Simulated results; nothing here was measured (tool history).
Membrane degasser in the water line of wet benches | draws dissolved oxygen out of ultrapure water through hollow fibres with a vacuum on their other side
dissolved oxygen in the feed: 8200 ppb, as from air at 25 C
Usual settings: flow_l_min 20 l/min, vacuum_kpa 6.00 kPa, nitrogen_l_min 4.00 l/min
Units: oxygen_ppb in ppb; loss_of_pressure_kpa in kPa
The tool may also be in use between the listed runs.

run	hour	flow_l_min	vacuum_kpa	nitrogen_l_min	oxygen_ppb	loss_of_pressure_kpa
1	0.0	20	6.00	4.00	41.8	57.44
2	23.9	20	6.00	4.00	41.7	58.02
3	71.4	20	6.00	4.00	43.1	57.37
4	93.9	20	6.00	4.00	41.7	57.79
5	131.1	20	4.42	4.00	23.0	57.49
6	180.7	20	6.00	4.00	42.2	57.79
7	222.8	20	6.00	4.00	41.9	58.04
8	265.8	20	6.00	4.00	41.4	57.68
9	301.4	20	8.17	4.00	70.3	57.78
10	340.9	20	8.17	4.00	68.8	57.95
11	378.1	20	6.00	4.00	42.2	57.46
# hour 381.5: vacuum gauge calibrated
12	399.2	20	6.00	4.00	43.0	57.81
13	424.4	20	6.00	6.03	30.8	57.55
14	457.9	20	7.19	6.03	41.5	58.33
15	508.6	20	7.19	6.03	41.2	57.70
16	555.3	20	7.19	6.03	40.6	57.83
17	591.1	31	6.91	6.29	70.6	89.98
18	611.6	27	9.83	2.87	165.2	78.08
19	651.2	27	4.00	3.13	36.2	77.82
# hour 656.3: vacuum gauge calibrated, once more
20	675.4	27	4.00	3.13	35.5	78.13
21	719.7	12	6.00	2.38	36.7	35.08
22	765.1	12	5.29	2.38	27.8	34.51
23	810.5	12	5.29	2.38	27.6	34.75
24	855.8	12	5.29	2.38	28.5	34.82
25	884.7	12	5.29	2.38	27.3	34.89
26	935.1	12	5.29	2.38	27.9	34.75
27	955.6	25	5.99	8.59	35.4	72.03
28	984.7	22	6.00	3.43	54.7	63.89
29	1035.1	20	6.00	1.77	83.5	57.97
30	1073.5	19	6.00	1.77	78.7	54.63
31	1094.7	19	8.41	6.30	45.7	55.03
32	1134.8	23	10.10	4.00	107.6	66.86

Measured less the same run without the tool's hidden state. The same run-to-run variation is in both; the gauge's scatter may not be:
The hidden state here: membrane still open, %; true pressure behind the membrane over the reading, kPa; air that leaks in behind the membrane, l/min; drift of the gauge itself on oxygen_ppb, %; drift of the gauge itself on loss_of_pressure_kpa, %.
run	oxygen_ppb	loss_of_pressure_kpa
1	+1.1	+0.09
2	+1.1	+0.10
3	+1.2	+0.11
4	+1.3	+0.13
5	+1.1	+0.13
6	+1.3	+0.16
7	+1.3	+0.18
8	+1.3	+0.19
9	+1.7	+0.20
10	+1.7	+0.22
11	+1.5	+0.23
12	+1.6	+0.24
13	+1.2	+0.25
14	+1.4	+0.26
15	+1.4	+0.28
16	+1.4	+0.30
17	+2.2	+0.48
18	+3.7	+0.43
19	+2.8	+0.46
20	+1.4	+0.46
21	+1.1	+0.22
22	+1.0	+0.23
23	+1.0	+0.23
24	+1.1	+0.25
25	+1.1	+0.26
26	+1.2	+0.27
27	+1.2	+0.57
28	+1.7	+0.52
29	+2.4	+0.48
30	+2.3	+0.47
31	+1.3	+0.48
32	+2.4	+0.60

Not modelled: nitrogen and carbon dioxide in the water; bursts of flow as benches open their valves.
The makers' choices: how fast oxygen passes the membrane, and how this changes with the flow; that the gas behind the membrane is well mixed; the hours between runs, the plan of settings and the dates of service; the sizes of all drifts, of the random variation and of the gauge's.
